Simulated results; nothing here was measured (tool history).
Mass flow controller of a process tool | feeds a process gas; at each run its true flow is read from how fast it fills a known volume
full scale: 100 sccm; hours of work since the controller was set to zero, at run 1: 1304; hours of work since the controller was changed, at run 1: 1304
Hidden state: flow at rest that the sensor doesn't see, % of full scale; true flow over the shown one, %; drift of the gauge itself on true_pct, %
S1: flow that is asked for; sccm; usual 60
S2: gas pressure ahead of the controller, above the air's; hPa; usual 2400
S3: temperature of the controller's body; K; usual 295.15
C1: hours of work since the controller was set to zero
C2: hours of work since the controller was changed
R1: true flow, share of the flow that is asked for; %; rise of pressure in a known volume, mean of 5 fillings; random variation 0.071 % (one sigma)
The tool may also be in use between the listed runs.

run	hour	S1	S2	S3	C1	C2	R1
1	0.0	60	2400	295.15	1304	1304	100.23
2	74.9	30	2400	295.15	1348	1348	99.88
3	120.1	30	2400	295.15	1374	1374	99.82
4	202.0	30	2400	295.15	1422	1422	99.96
5	284.1	30	2790	295.15	1470	1470	100.14
6	330.5	60	2400	293.15	1497	1497	100.29
7	381.5	30	2400	295.15	1527	1527	100.04
8	450.8	30	2400	294.15	1568	1568	99.99
9	506.6	60	2400	295.15	1600	1600	100.57
10	557.1	60	2400	295.15	1630	1630	100.58
11	601.2	60	2400	295.15	1656	1656	100.51
12	656.0	60	2400	295.15	1688	1688	100.64
13	715.1	60	1890	295.15	1722	1722	100.48
14	765.3	60	1890	295.15	1752	1752	100.52
15	827.6	60	2400	297.15	1788	1788	100.75
16	906.5	60	2400	297.15	1834	1834	100.77
17	945.1	60	2400	295.15	1857	1857	100.65
18	1014.5	60	2400	295.15	1897	1897	100.72
19	1058.6	60	2400	295.15	1923	1923	100.82
# hour 1063.6: controller's zero set anew
20	1099.3	60	2400	295.15	21	1947	100.69
21	1154.8	60	2700	295.15	53	1979	100.81
22	1193.7	60	2780	295.15	76	2002	100.76
23	1270.9	60	2780	295.15	121	2047	100.80
24	1326.1	60	1470	299.15	153	2079	100.80
25	1392.9	13	2500	299.15	193	2118	99.43
26	1449.0	23	2400	296.15	225	2151	99.98
27	1482.1	23	2400	296.15	245	2171	99.93
# hour 1523.2: controller's zero set anew, once more
28	1530.3	60	1750	311.15	4	2199	101.78
29	1588.0	60	1750	311.15	38	2232	101.71
30	1642.7	60	1750	311.15	70	2264	101.77
31	1724.6	60	1750	311.15	118	2312	101.80
32	1794.3	31	2030	295.15	159	2353	100.77
33	1849.6	60	2600	295.15	191	2385	101.28
34	1900.4	19	2400	305.15	221	2415	101.25
35	1971.0	21	2270	312.15	262	2456	101.44
36	2008.8	60	2000	302.15	284	2478	101.55
37	2070.3	21	1590	295.15	320	2514	100.67
38	2136.7	34	2710	306.15	359	2553	101.58
39	2212.9	34	2710	306.15	403	2598	101.69
40	2278.1	27	2490	301.15	441	2636	101.34
41	2325.5	27	2490	301.15	469	2664	101.43

Forecast each of these 3 alternatives for the next run:
A	2402.4	21	1560	308.15	514	2709	?
B	2402.4	66	2490	294.15	514	2709	?
C	2402.4	27	2480	303.15	514	2709	?

run	R1
A	101.37
B	101.50
C	101.48
Without the tool's hidden state the same runs would have given:
run	R1
A	99.52
B	99.52
C	99.58

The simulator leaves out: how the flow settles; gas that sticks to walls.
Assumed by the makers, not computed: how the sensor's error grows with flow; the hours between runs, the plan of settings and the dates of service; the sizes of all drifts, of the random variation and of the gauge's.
